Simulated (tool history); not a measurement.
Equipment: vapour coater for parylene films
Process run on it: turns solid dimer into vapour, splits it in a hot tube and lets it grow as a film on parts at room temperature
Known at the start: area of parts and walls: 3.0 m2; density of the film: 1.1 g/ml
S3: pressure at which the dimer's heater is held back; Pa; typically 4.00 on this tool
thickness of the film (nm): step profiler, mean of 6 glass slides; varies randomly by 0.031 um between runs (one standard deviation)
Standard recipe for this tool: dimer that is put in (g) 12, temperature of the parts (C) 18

run 1 hour=0.0 | dimer_that_is_put_in_(g)=12 temperature_of_the_parts_(C)=18 S3=4.00 | thickness_of_the_film_(nm)=2970
run 2 hour=13.0 | dimer_that_is_put_in_(g)=12 temperature_of_the_parts_(C)=18 S3=4.00 | thickness_of_the_film_(nm)=3000
run 3 hour=26.8 | dimer_that_is_put_in_(g)=12 temperature_of_the_parts_(C)=18 S3=4.00 | thickness_of_the_film_(nm)=3010
run 4 hour=38.1 | dimer_that_is_put_in_(g)=12 temperature_of_the_parts_(C)=18 S3=4.00 | thickness_of_the_film_(nm)=3030
run 5 hour=59.1 | dimer_that_is_put_in_(g)=12 temperature_of_the_parts_(C)=18 S3=4.00 | thickness_of_the_film_(nm)=3010
run 6 hour=73.9 | dimer_that_is_put_in_(g)=12 temperature_of_the_parts_(C)=18 S3=2.72 | thickness_of_the_film_(nm)=3230
run 7 hour=92.3 | dimer_that_is_put_in_(g)=12 temperature_of_the_parts_(C)=18 S3=2.72 | thickness_of_the_film_(nm)=3200
run 8 hour=109.3 | dimer_that_is_put_in_(g)=12 temperature_of_the_parts_(C)=18 S3=2.72 | thickness_of_the_film_(nm)=3230
run 9 hour=129.9 | dimer_that_is_put_in_(g)=12 temperature_of_the_parts_(C)=18 S3=2.72 | thickness_of_the_film_(nm)=3200
run 10 hour=154.2 | dimer_that_is_put_in_(g)=6 temperature_of_the_parts_(C)=18 S3=4.00 | thickness_of_the_film_(nm)=1500
-- hour=160.2 trap's valve overhauled
run 11 hour=177.4 | dimer_that_is_put_in_(g)=12 temperature_of_the_parts_(C)=21 S3=4.00 | thickness_of_the_film_(nm)=2680
run 12 hour=191.5 | dimer_that_is_put_in_(g)=12 temperature_of_the_parts_(C)=13 S3=4.00 | thickness_of_the_film_(nm)=3460
run 13 hour=202.2 | dimer_that_is_put_in_(g)=12 temperature_of_the_parts_(C)=13 S3=4.00 | thickness_of_the_film_(nm)=3490
run 14 hour=217.1 | dimer_that_is_put_in_(g)=18 temperature_of_the_parts_(C)=21 S3=4.00 | thickness_of_the_film_(nm)=3870
run 15 hour=232.2 | dimer_that_is_put_in_(g)=18 temperature_of_the_parts_(C)=15 S3=8.53 | thickness_of_the_film_(nm)=4150
run 16 hour=246.0 | dimer_that_is_put_in_(g)=12 temperature_of_the_parts_(C)=11 S3=4.00 | thickness_of_the_film_(nm)=3410
-- hour=264.1 trap's valve overhauled, once more
run 17 hour=264.1 | dimer_that_is_put_in_(g)=9 temperature_of_the_parts_(C)=12 S3=4.14 | thickness_of_the_film_(nm)=2660
run 18 hour=282.5 | dimer_that_is_put_in_(g)=12 temperature_of_the_parts_(C)=18 S3=2.03 | thickness_of_the_film_(nm)=3520
run 19 hour=297.9 | dimer_that_is_put_in_(g)=21 temperature_of_the_parts_(C)=26 S3=4.00 | thickness_of_the_film_(nm)=4030
run 20 hour=312.5 | dimer_that_is_put_in_(g)=21 temperature_of_the_parts_(C)=26 S3=4.00 | thickness_of_the_film_(nm)=4030
run 21 hour=332.0 | dimer_that_is_put_in_(g)=16 temperature_of_the_parts_(C)=12 S3=4.72 | thickness_of_the_film_(nm)=4640
run 22 hour=353.6 | dimer_that_is_put_in_(g)=9 temperature_of_the_parts_(C)=18 S3=2.56 | thickness_of_the_film_(nm)=2510
run 23 hour=368.1 | dimer_that_is_put_in_(g)=12 temperature_of_the_parts_(C)=25 S3=6.47 | thickness_of_the_film_(nm)=2130

3 options for the next run, each taken on its own from the tool as it stands now. Forecast them:
run A hour=380.9 | dimer_that_is_put_in_(g)=12 temperature_of_the_parts_(C)=16 S3=4.73 | thickness_of_the_film_(nm)=?
run B hour=380.9 | dimer_that_is_put_in_(g)=12 temperature_of_the_parts_(C)=20 S3=6.47 | thickness_of_the_film_(nm)=?
run C hour=380.9 | dimer_that_is_put_in_(g)=6 temperature_of_the_parts_(C)=18 S3=4.00 | thickness_of_the_film_(nm)=?

run=A thickness_of_the_film_(nm)=3110
run=B thickness_of_the_film_(nm)=2550
run=C thickness_of_the_film_(nm)=1510
The same runs, with their run-to-run variation unchanged, on a tool lacking any hidden condition would have given:
run=A thickness_of_the_film_(nm)=3150
run=B thickness_of_the_film_(nm)=2580
run=C thickness_of_the_film_(nm)=1520

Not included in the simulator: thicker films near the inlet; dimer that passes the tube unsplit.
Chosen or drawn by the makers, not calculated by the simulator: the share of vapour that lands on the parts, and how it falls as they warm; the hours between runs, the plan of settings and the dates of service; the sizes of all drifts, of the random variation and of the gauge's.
